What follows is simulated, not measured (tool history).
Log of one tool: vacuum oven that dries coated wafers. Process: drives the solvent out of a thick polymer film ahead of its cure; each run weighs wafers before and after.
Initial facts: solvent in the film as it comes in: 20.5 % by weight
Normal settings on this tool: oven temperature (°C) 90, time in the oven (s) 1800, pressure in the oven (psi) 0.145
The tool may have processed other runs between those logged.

run     day  oven temperature (°C)  time in the oven (s)  pressure in the oven (psi)  solvent left in the film (%)
  1       0                     90                  1800                       0.145                          2.42
      1.738  -- oven's thermocouples calibrated
  2   2.462                     90                  1800                       0.145                          2.52
  3   6.738                     90                  1800                       0.145                          2.64
  4   8.596                     90                  1800                       0.145                           2.6
  5  11.096                     90                  1800                       0.145                          2.57
  6  15.212                     90                  1800                       0.175                          2.73
  7  18.396                     76                  1740                       0.361                          6.92
  8  22.029                     88                  1200                       0.271                          5.36
  9  24.917                     88                  1200                       0.271                          5.36
 10  28.971                     88                  1620                       0.271                          3.77
 11  33.279                     90                  1440                       0.086                           3.4
 12  36.554                     83                  1680                       0.077                          4.19

Branching from run 12: 3 alternative next runs. What would each branch give?
  A  38.771                    103                  1800                       0.106                             ?
  B  38.771                     90                  1560                       0.161                             ?
  C  38.771                     90                  1740                       0.145                             ?

run  solvent left in the film (%)
  A                          0.84
  B                          3.25
  C                          2.69
Had the tool no hidden state, the same runs would have come out as:
run  solvent left in the film (%)
  A                          0.77
  B                          3.17
  C                          2.61
